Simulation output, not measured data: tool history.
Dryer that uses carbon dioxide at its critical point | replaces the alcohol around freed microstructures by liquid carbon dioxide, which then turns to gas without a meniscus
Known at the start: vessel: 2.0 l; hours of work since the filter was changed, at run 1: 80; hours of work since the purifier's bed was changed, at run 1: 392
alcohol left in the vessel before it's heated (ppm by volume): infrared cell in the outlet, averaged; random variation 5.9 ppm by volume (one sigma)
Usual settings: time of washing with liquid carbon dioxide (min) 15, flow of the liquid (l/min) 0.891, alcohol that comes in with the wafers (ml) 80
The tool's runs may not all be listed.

| run | day | time of washing with liquid carbon dioxide (min) | flow of the liquid (l/min) | alcohol that comes in with the wafers (ml) | hours of work since the filter was changed | hours of work since the purifier's bed was changed | alcohol left in the vessel before it's heated (ppm by volume) |
|---|---|---|---|---|---|---|---|
| 1 | 0 | 15 | 0.891 | 80 | 80 | 392 | 382 |
| 2 | 2.071 | 15 | 0.891 | 80 | 108 | 419 | 400 |
| 3 | 4.654 | 15 | 0.891 | 80 | 142 | 453 | 444 |
| 4 | 6.762 | 15 | 0.891 | 80 | 169 | 481 | 457 |
| 5 | 8.7 | 15 | 0.891 | 80 | 195 | 506 | 492 |
| 6 | 10.133 | 15 | 0.891 | 80 | 214 | 525 | 512 |
| 7 | 12.683 | 15 | 0.891 | 80 | 247 | 559 | 557 |
| 8 | 15.292 | 15 | 0.891 | 80 | 281 | 593 | 598 |
| 9 | 17.812 | 15 | 0.891 | 80 | 314 | 626 | 654 |
|  | 18.808 | inlet filter changed |
| 10 | 18.979 | 10 | 0.891 | 80 | 2 | 641 | 1379 |
| 11 | 21.588 | 10 | 0.891 | 80 | 36 | 675 | 1462 |
|  | 22.908 | purifier's bed changed |
| 12 | 23.338 | 10 | 0.891 | 80 | 58 | 6 | 1369 |
| 13 | 25.304 | 10 | 0.891 | 80 | 84 | 31 | 1450 |
| 14 | 26.471 | 15 | 0.891 | 80 | 99 | 47 | 292 |
| 15 | 28.571 | 15 | 0.891 | 80 | 127 | 74 | 318 |
| 16 | 30.275 | 15 | 0.891 | 80 | 149 | 97 | 349 |
| 17 | 31.65 | 15 | 0.891 | 80 | 167 | 115 | 348 |
| 18 | 34.233 | 15 | 0.891 | 80 | 201 | 149 | 401 |
| 19 | 36.7 | 15 | 0.891 | 80 | 233 | 181 | 443 |
| 20 | 38.421 | 16 | 0.583 | 80 | 256 | 204 | 1640 |
| 21 | 40.858 | 19 | 1.402 | 112 | 288 | 236 | 63 |
| 22 | 42.167 | 19 | 1.402 | 112 | 305 | 253 | 70 |
| 23 | 43.446 | 19 | 1.402 | 112 | 322 | 270 | 76 |
|  | 43.871 | inlet filter changed |
| 24 | 45.696 | 10 | 0.981 | 75 | 24 | 299 | 936 |
| 25 | 47.408 | 10 | 0.981 | 75 | 46 | 321 | 977 |
| 26 | 48.612 | 10 | 0.981 | 75 | 62 | 337 | 1007 |
| 27 | 49.767 | 17 | 0.981 | 75 | 77 | 352 | 163 |
| 28 | 51.496 | 15 | 0.891 | 58 | 100 | 375 | 303 |
| 29 | 53.179 | 10 | 0.698 | 80 | 122 | 397 | 3142 |
| 30 | 55.188 | 10 | 0.698 | 80 | 149 | 423 | 3178 |
| 31 | 57.458 | 10 | 0.792 | 84 | 178 | 453 | 2614 |
| 32 | 59.7 | 10 | 0.792 | 84 | 208 | 482 | 2768 |
| 33 | 61.412 | 14 | 0.891 | 42 | 230 | 505 | 402 |
| 34 | 63 | 11 | 0.891 | 21 | 251 | 526 | 504 |

3 ways to go on from here, each from the tool as it stands after run 34. What would each give?
| A | 64.9 | 15 | 0.891 | 22 | 276 | 551 | ? |
| B | 64.9 | 9 | 0.891 | 21 | 276 | 551 | ? |
| C | 64.9 | 12 | 0.891 | 21 | 276 | 551 | ? |

| run | alcohol left in the vessel before it's heated (ppm by volume) |
|---|---|
| A | 262 |
| B | 837 |
| C | 403 |
Without the tool's hidden state the same runs would have given:
| run | alcohol left in the vessel before it's heated (ppm by volume) |
|---|---|
| A | 65 |
| B | 452 |
| C | 148 |
